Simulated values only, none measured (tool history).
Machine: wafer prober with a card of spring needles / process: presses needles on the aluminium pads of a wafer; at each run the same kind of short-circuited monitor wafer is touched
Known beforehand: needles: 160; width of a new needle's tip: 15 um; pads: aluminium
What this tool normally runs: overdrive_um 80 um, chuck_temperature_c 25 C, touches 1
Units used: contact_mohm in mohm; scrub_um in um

run 1 hour=0 | overdrive_um=80 chuck_temperature_c=25 touches=1 | contact_mohm=202 scrub_um=12.06
run 2 hour=8.5 | overdrive_um=80 chuck_temperature_c=25 touches=1 | contact_mohm=202 scrub_um=12.13
-- hour=9.6 tips cleaned on abrasive film
run 3 hour=15.3 | overdrive_um=80 chuck_temperature_c=25 touches=1 | contact_mohm=200 scrub_um=12.17
run 4 hour=20.1 | overdrive_um=65 chuck_temperature_c=25 touches=1 | contact_mohm=204 scrub_um=9.84
run 5 hour=23.9 | overdrive_um=65 chuck_temperature_c=25 touches=3 | contact_mohm=202 scrub_um=9.85
-- hour=28.1 tips cleaned on abrasive film
run 6 hour=28.4 | overdrive_um=80 chuck_temperature_c=25 touches=1 | contact_mohm=204 scrub_um=12.18
run 7 hour=33.5 | overdrive_um=80 chuck_temperature_c=25 touches=1 | contact_mohm=198 scrub_um=12.17
run 8 hour=38.2 | overdrive_um=80 chuck_temperature_c=25 touches=1 | contact_mohm=201 scrub_um=12.19
run 9 hour=43.5 | overdrive_um=80 chuck_temperature_c=25 touches=1 | contact_mohm=202 scrub_um=12.19
-- hour=46.6 tips cleaned on abrasive film
run 10 hour=48.1 | overdrive_um=80 chuck_temperature_c=25 touches=1 | contact_mohm=199 scrub_um=12.21
run 11 hour=57.3 | overdrive_um=80 chuck_temperature_c=25 touches=1 | contact_mohm=201 scrub_um=12.19
run 12 hour=64.2 | overdrive_um=80 chuck_temperature_c=25 touches=1 | contact_mohm=201 scrub_um=12.26
-- hour=65 tips cleaned on abrasive film
run 13 hour=71.1 | overdrive_um=90 chuck_temperature_c=25 touches=1 | contact_mohm=200 scrub_um=13.77
run 14 hour=76.1 | overdrive_um=90 chuck_temperature_c=25 touches=1 | contact_mohm=203 scrub_um=13.79
run 15 hour=82.7 | overdrive_um=90 chuck_temperature_c=25 touches=1 | contact_mohm=200 scrub_um=13.85
-- hour=83.4 tips cleaned on abrasive film
run 16 hour=87.6 | overdrive_um=75 chuck_temperature_c=25 touches=1 | contact_mohm=204 scrub_um=11.55
run 17 hour=94.1 | overdrive_um=61 chuck_temperature_c=32 touches=2 | contact_mohm=204 scrub_um=9.33
run 18 hour=100.2 | overdrive_um=61 chuck_temperature_c=95 touches=1 | contact_mohm=215 scrub_um=9.42
-- hour=102 tips cleaned on abrasive film
run 19 hour=105.6 | overdrive_um=80 chuck_temperature_c=25 touches=2 | contact_mohm=203 scrub_um=12.3
run 20 hour=109.5 | overdrive_um=80 chuck_temperature_c=25 touches=2 | contact_mohm=202 scrub_um=12.33
run 21 hour=115.9 | overdrive_um=74 chuck_temperature_c=79 touches=2 | contact_mohm=214 scrub_um=11.46
-- hour=120.2 tips cleaned on abrasive film
run 22 hour=122.9 | overdrive_um=83 chuck_temperature_c=54 touches=2 | contact_mohm=206 scrub_um=12.88
run 23 hour=128.1 | overdrive_um=73 chuck_temperature_c=118 touches=3 | contact_mohm=220 scrub_um=11.32
-- hour=130.5 gauge calibrated
run 24 hour=131.9 | overdrive_um=73 chuck_temperature_c=118 touches=3 | contact_mohm=225 scrub_um=11.03
-- hour=138.3 tips cleaned on abrasive film
run 25 hour=138.7 | overdrive_um=73 chuck_temperature_c=118 touches=2 | contact_mohm=225 scrub_um=11.07
-- hour=140.5 height of the first contact set anew
run 26 hour=146.1 | overdrive_um=83 chuck_temperature_c=25 touches=1 | contact_mohm=198 scrub_um=12.57
run 27 hour=151.2 | overdrive_um=83 chuck_temperature_c=25 touches=1 | contact_mohm=201 scrub_um=12.59
-- hour=156.8 tips cleaned on abrasive film
run 28 hour=158.3 | overdrive_um=80 chuck_temperature_c=44 touches=2 | contact_mohm=206 scrub_um=12.13
run 29 hour=162.7 | overdrive_um=89 chuck_temperature_c=107 touches=2 | contact_mohm=217 scrub_um=13.56

Branching from run 29: 5 alternative next runs. What would each branch give?
run A hour=169.8 | overdrive_um=80 chuck_temperature_c=98 touches=1 | contact_mohm=? scrub_um=?
run B hour=169.8 | overdrive_um=89 chuck_temperature_c=59 touches=2 | contact_mohm=? scrub_um=?
run C hour=169.8 | overdrive_um=77 chuck_temperature_c=30 touches=2 | contact_mohm=? scrub_um=?
run D hour=169.8 | overdrive_um=80 chuck_temperature_c=42 touches=1 | contact_mohm=? scrub_um=?
run E hour=169.8 | overdrive_um=90 chuck_temperature_c=84 touches=2 | contact_mohm=? scrub_um=?

run=A contact_mohm=220 scrub_um=12.15
run=B contact_mohm=209 scrub_um=13.53
run=C contact_mohm=200 scrub_um=11.7
run=D contact_mohm=203 scrub_um=12.21
run=E contact_mohm=213 scrub_um=13.76
Take away the tool's hidden state, keep each run's random variation, and the runs would have read:
run=A contact_mohm=219 scrub_um=12.06
run=B contact_mohm=209 scrub_um=13.43
run=C contact_mohm=200 scrub_um=11.61
run=D contact_mohm=203 scrub_um=12.12
run=E contact_mohm=213 scrub_um=13.65
